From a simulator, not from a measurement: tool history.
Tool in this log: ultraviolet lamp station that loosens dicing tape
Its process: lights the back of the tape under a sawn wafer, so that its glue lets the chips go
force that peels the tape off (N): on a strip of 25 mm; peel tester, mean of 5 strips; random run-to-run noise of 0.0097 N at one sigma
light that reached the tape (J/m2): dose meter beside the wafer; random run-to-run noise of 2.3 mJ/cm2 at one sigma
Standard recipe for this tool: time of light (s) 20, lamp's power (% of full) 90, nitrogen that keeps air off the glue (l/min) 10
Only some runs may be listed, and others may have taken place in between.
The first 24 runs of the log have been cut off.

run	hour	time of light (s)	lamp's power (% of full)	nitrogen that keeps air off the glue (l/min)	force that peels the tape off (N)	light that reached the tape (J/m2)
25	405.8	14	90	10	1.378	1270
26	415.3	14	90	10	1.35	1260
27	433.7	39	90	10	0.229	3430
# hour 435.8: window cleaned of glue's vapour
28	454.9	22	98	7	0.781	1910
29	472.1	11	73	10	3.059	720
30	493.6	33	99	3	0.729	2870
# hour 500.9: window cleaned of glue's vapour, once more
31	507.2	20	90	11	0.482	2020
32	520.1	20	90	15	0.381	2060
33	538.3	16	90	10	0.846	1630
34	557.6	30	90	15	0.211	3040
35	575.2	30	90	15	0.215	3000
36	590	30	90	15	0.216	2990
37	604.7	20	65	10	1.062	1420
38	620.6	20	90	6	0.879	1970
39	641.8	20	90	6	0.877	2010
40	654.7	20	80	9	0.768	1700
41	674.4	11	90	7	2.263	1080
42	692.9	11	90	7	2.142	1090

Alternative continuations, all from the tool just after run 42; predict every row:
A	712.1	11	74	9	?	?
B	712.1	20	62	4	?	?
C	712.1	33	92	4	?	?
D	712.1	16	80	3	?	?

run	force that peels the tape off (N)	light that reached the tape (J/m2)
A	2.544	870
B	2.29	1330
C	0.428	3300
D	2.575	1360
Without the tool's hidden state the same runs would have given:
run	force that peels the tape off (N)	light that reached the tape (J/m2)
A	2.061	1020
B	1.828	1560
C	0.314	3860
D	2.088	1590
